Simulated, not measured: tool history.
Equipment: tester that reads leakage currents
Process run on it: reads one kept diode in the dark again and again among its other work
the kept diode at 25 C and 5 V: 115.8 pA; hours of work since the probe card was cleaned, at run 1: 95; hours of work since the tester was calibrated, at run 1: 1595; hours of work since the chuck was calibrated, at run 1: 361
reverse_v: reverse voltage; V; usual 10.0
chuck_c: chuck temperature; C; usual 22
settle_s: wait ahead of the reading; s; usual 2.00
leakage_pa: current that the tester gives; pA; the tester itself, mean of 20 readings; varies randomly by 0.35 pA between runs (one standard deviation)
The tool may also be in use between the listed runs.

| run | hour | reverse_v | chuck_c | settle_s | hours of work since the probe card was cleaned | hours of work since the tester was calibrated | hours of work since the chuck was calibrated | leakage_pa |
|---|---|---|---|---|---|---|---|---|
| 1 | 0.0 | 10.0 | 22 | 2.00 | 95 | 1595 | 361 | 120.37 |
| 2 | 141.3 | 10.0 | 22 | 2.00 | 164 | 1665 | 431 | 121.74 |
| 3 | 216.6 | 10.0 | 22 | 2.00 | 201 | 1702 | 468 | 122.10 |
| 4 | 304.6 | 10.0 | 22 | 2.00 | 244 | 1745 | 511 | 122.84 |
| 5 | 393.1 | 10.0 | 22 | 2.00 | 288 | 1788 | 554 | 123.54 |
| 6 | 491.5 | 10.0 | 22 | 2.00 | 336 | 1837 | 603 | 124.43 |
| 7 | 599.7 | 3.3 | 22 | 7.03 | 389 | 1890 | 656 | 79.35 |
| 8 | 715.8 | 3.3 | 22 | 7.03 | 446 | 1947 | 713 | 79.89 |
| 9 | 786.6 | 3.3 | 50 | 7.03 | 481 | 1982 | 747 | 772.97 |
|  | 800.1 | probe card cleaned and baked |
| 10 | 898.0 | 12.7 | 34 | 2.00 | 48 | 2035 | 801 | 383.85 |
| 11 | 976.0 | 10.0 | 51 | 1.00 | 86 | 2073 | 839 | 1307.76 |
| 12 | 1087.4 | 10.0 | 51 | 0.40 | 141 | 2128 | 894 | 1301.03 |

Forecast each of these 3 alternatives for the next run:
| A | 1150.4 | 1.4 | 38 | 0.77 | 172 | 2159 | 925 | ? |
| B | 1150.4 | 1.4 | 47 | 0.52 | 172 | 2159 | 925 | ? |
| C | 1150.4 | 10.0 | 35 | 0.40 | 172 | 2159 | 925 | ? |

| run | leakage_pa |
|---|---|
| A | 223.59 |
| B | 447.39 |
| C | 384.41 |
Had the tool no hidden state, the same runs would have come out as:
| run | leakage_pa |
|---|---|
| A | 210.63 |
| B | 424.10 |
| C | 356.84 |

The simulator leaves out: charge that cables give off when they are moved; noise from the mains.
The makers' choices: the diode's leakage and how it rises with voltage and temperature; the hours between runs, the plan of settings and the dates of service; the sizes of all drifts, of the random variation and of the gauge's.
